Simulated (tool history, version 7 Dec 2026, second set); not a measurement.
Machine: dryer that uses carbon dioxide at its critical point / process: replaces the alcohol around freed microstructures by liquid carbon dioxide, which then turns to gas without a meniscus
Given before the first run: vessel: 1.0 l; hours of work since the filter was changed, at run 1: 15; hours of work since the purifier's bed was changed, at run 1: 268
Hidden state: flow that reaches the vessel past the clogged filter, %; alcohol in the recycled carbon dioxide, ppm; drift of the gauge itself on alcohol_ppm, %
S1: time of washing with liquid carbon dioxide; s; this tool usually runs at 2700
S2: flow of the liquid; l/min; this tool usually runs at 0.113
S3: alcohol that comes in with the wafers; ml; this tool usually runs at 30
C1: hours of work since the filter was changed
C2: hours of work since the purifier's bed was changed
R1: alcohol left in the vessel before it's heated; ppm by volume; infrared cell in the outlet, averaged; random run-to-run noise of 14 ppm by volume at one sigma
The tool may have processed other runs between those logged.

run 1 day=0.000 | S1=2700 S2=0.113 S3=30 | C1=15 C2=268 | R1=882
run 2 day=0.375 | S1=2700 S2=0.113 S3=30 | C1=20 C2=273 | R1=923
run 3 day=0.621 | S1=2700 S2=0.113 S3=30 | C1=24 C2=276 | R1=885
run 4 day=0.988 | S1=2700 S2=0.113 S3=30 | C1=29 C2=281 | R1=910
run 5 day=1.354 | S1=2700 S2=0.113 S3=30 | C1=34 C2=287 | R1=931
run 6 day=1.858 | S1=2700 S2=0.113 S3=30 | C1=41 C2=294 | R1=913
run 7 day=2.412 | S1=2700 S2=0.113 S3=30 | C1=49 C2=301 | R1=966
run 8 day=2.900 | S1=2700 S2=0.113 S3=30 | C1=56 C2=308 | R1=950
run 9 day=3.288 | S1=3720 S2=0.113 S3=30 | C1=61 C2=314 | R1=284
run 10 day=3.696 | S1=3720 S2=0.113 S3=30 | C1=67 C2=319 | R1=299
run 11 day=4.175 | S1=2700 S2=0.071 S3=30 | C1=73 C2=326 | R1=3118
run 12 day=4.725 | S1=2700 S2=0.071 S3=30 | C1=81 C2=334 | R1=3236
run 13 day=5.275 | S1=2700 S2=0.071 S3=30 | C1=89 C2=342 | R1=3171
run 14 day=5.621 | S1=2700 S2=0.071 S3=30 | C1=94 C2=346 | R1=3269
run 15 day=5.921 | S1=2700 S2=0.071 S3=30 | C1=98 C2=351 | R1=3239
run 16 day=6.192 | S1=2700 S2=0.092 S3=30 | C1=102 C2=354 | R1=1782
run 17 day=6.417 | S1=2700 S2=0.092 S3=30 | C1=105 C2=358 | R1=1751
run 18 day=6.750 | S1=2700 S2=0.092 S3=30 | C1=110 C2=362 | R1=1837
run 19 day=7.229 | S1=2700 S2=0.092 S3=27 | C1=116 C2=369 | R1=1684
run 20 day=7.546 | S1=2700 S2=0.113 S3=30 | C1=121 C2=373 | R1=1024
run 21 day=7.908 | S1=2700 S2=0.113 S3=57 | C1=126 C2=378 | R1=1927
run 22 day=8.429 | S1=2700 S2=0.113 S3=57 | C1=133 C2=386 | R1=1955
run 23 day=8.796 | S1=2700 S2=0.113 S3=57 | C1=138 C2=391 | R1=1986
run 24 day=9.062 | S1=2700 S2=0.113 S3=57 | C1=142 C2=395 | R1=1941
run 25 day=9.300 | S1=2700 S2=0.113 S3=57 | C1=145 C2=398 | R1=1880
run 26 day=9.825 | S1=2340 S2=0.091 S3=70 | C1=153 C2=405 | R1=6230
run 27 day=10.217 | S1=2340 S2=0.105 S3=70 | C1=158 C2=411 | R1=4537
run 28 day=10.654 | S1=3300 S2=0.080 S3=27 | C1=164 C2=417 | R1=1383
run 29 day=11.046 | S1=3300 S2=0.080 S3=27 | C1=170 C2=422 | R1=1431
run 30 day=11.417 | S1=3300 S2=0.080 S3=27 | C1=175 C2=428 | R1=1480
run 31 day=11.650 | S1=3300 S2=0.080 S3=27 | C1=178 C2=431 | R1=1459
run 32 day=11.979 | S1=3300 S2=0.080 S3=27 | C1=183 C2=436 | R1=1474
run 33 day=12.392 | S1=1920 S2=0.080 S3=21 | C1=189 C2=441 | R1=3840
run 34 day=12.688 | S1=2460 S2=0.138 S3=36 | C1=193 C2=445 | R1=988
run 35 day=13.221 | S1=2460 S2=0.138 S3=36 | C1=200 C2=453 | R1=957
run 36 day=13.500 | S1=4020 S2=0.072 S3=29 | C1=204 C2=457 | R1=1211
run 37 day=13.962 | S1=4020 S2=0.072 S3=29 | C1=211 C2=463 | R1=1241
run 38 day=14.521 | S1=2160 S2=0.138 S3=29 | C1=218 C2=471 | R1=1258
run 39 day=14.883 | S1=3660 S2=0.102 S3=93 | C1=224 C2=476 | R1=1599
run 40 day=15.221 | S1=3660 S2=0.076 S3=93 | C1=228 C2=481 | R1=4317
run 41 day=15.592 | S1=3660 S2=0.076 S3=93 | C1=233 C2=486 | R1=4236
run 42 day=15.958 | S1=1800 S2=0.138 S3=35 | C1=239 C2=491 | R1=2564
run 43 day=16.500 | S1=1800 S2=0.138 S3=35 | C1=246 C2=499 | R1=2511
run 44 day=16.888 | S1=3900 S2=0.068 S3=119 | C1=252 C2=504 | R1=6308
run 45 day=17.146 | S1=2400 S2=0.113 S3=83 | C1=255 C2=508 | R1=4338
run 46 day=17.650 | S1=2280 S2=0.166 S3=20 | C1=262 C2=515 | R1=466
run 47 day=17.946 | S1=2220 S2=0.121 S3=73 | C1=266 C2=519 | R1=4215

Below, some changes in R1 between adjacent runs. For each, the amount present without the hidden state too (settings, incoming material, random variation) and the amount remaining for the hidden state with gauge scatter not shared by both compared results:
Run 25 -> 26: S1 2700 -> 2340, S2 0.113 -> 0.091, S3 57 -> 70. R1 +4350 ppm by volume: hidden state +449, all else +3901.
Run 43 -> 44: S1 1800 -> 3900, S2 0.138 -> 0.068, S3 35 -> 119. R1 +3797 ppm by volume: hidden state +935, all else +2862.
Run 45 -> 46: S1 2400 -> 2280, S2 0.113 -> 0.166, S3 83 -> 20. R1 -3872 ppm by volume: hidden state -866, all else -3006.
Run 46 -> 47: S1 2280 -> 2220, S2 0.166 -> 0.121, S3 20 -> 73. R1 +3749 ppm by volume: hidden state +864, all else +2885.
